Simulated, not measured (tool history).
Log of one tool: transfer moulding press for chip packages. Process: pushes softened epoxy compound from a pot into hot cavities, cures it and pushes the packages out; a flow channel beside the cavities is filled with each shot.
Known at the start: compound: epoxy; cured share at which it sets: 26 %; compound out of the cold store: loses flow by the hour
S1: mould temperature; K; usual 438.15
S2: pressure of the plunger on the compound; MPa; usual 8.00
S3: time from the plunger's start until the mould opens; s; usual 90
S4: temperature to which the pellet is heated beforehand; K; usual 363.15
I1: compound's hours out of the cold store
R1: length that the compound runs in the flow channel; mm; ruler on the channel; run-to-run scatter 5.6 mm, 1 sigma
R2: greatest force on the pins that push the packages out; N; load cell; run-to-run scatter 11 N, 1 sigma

run   hour      S1    S2   S3      S4    I1    R1    R2
  1    0.0  438.15  8.00   90  363.15  46.8   706   606
  2    6.9  438.15  8.00   90  363.15  25.4   799   692
  3   12.3  438.15  8.00   90  363.15  16.6   841   747
  4   18.6  438.15  9.66   90  363.15  33.2   840   748
      24.7  -- cavities cleaned with cleaning compound and waxed
  5   29.4  438.15  9.66   90  363.15  14.1   940   586
  6   35.8  438.15  8.00   90  363.15  16.4   836   649
  7   43.7  438.15  8.00   90  363.15  26.0   794   688
  8   48.8  438.15  8.00   90  363.15  20.0   823   739
  9   57.7  438.15  8.00   90  363.15  36.4   748   764
      62.0  -- cavities cleaned with cleaning compound and waxed
 10   68.2  438.15  8.00  115  363.15  38.0   739   417
 11   72.8  438.15  8.00  115  363.15  17.9   832   438
 12   80.9  438.15  8.00  115  363.15  14.4   848   486
 13   85.7  446.15  8.00  115  363.15  31.6   744   476
 14   94.1  446.15  8.00  115  363.15  43.7   684   509
      99.7  -- cavities cleaned with cleaning compound and waxed
 15  101.0  438.15  8.00   82  363.15  14.3   849   690
 16  106.3  430.15  8.10  122  366.15  36.7   768   568
     111.1  -- plunger's sealing rings changed
 17  115.7  431.15  7.41   77  363.15  18.3   887  1619
 18  121.6  438.15  7.40  103  363.15  41.3   757   543
 19  130.7  438.15  6.32  103  363.15  39.9   693   580
 20  137.6  438.15  6.32  103  363.15  16.6   800   630
     139.9  -- cavities cleaned with cleaning compound and waxed
 21  148.5  438.15  9.03   90  355.15  19.3   945   641
 22  155.9  434.15  9.52   90  363.15  27.5   947   896
 23  164.3  434.15  9.52   90  363.15  14.8  1008  1033
 24  169.3  438.15  8.00  109  363.15  12.3   930   560
     177.3  -- cavities cleaned with cleaning compound and waxed
 25  177.3  438.15  8.00  109  363.15  30.9   821   409
 26  182.1  433.15  9.18  109  363.15  25.7   940   557
 27  191.1  438.15  8.86   90  369.15  36.3   828   603
 28  197.0  438.15  6.29   82  355.15  13.4   807   944

Each row is a separate what-if for the run after 28, all from the same tool condition, not one after another. Results?
  A  201.3  444.15  8.26  82  355.15  21.0   ?   ?
  B  201.3  442.15  6.77  82  363.15  23.9   ?   ?
  C  201.3  438.15  6.24  90  363.15  17.6   ?   ?

run   R1   R2
  A  871  604
  B  777  640
  C  791  756
Stripped of hidden state, with their random variation kept, the same runs would have yielded:
run   R1   R2
  A  885  435
  B  790  465
  C  804  552

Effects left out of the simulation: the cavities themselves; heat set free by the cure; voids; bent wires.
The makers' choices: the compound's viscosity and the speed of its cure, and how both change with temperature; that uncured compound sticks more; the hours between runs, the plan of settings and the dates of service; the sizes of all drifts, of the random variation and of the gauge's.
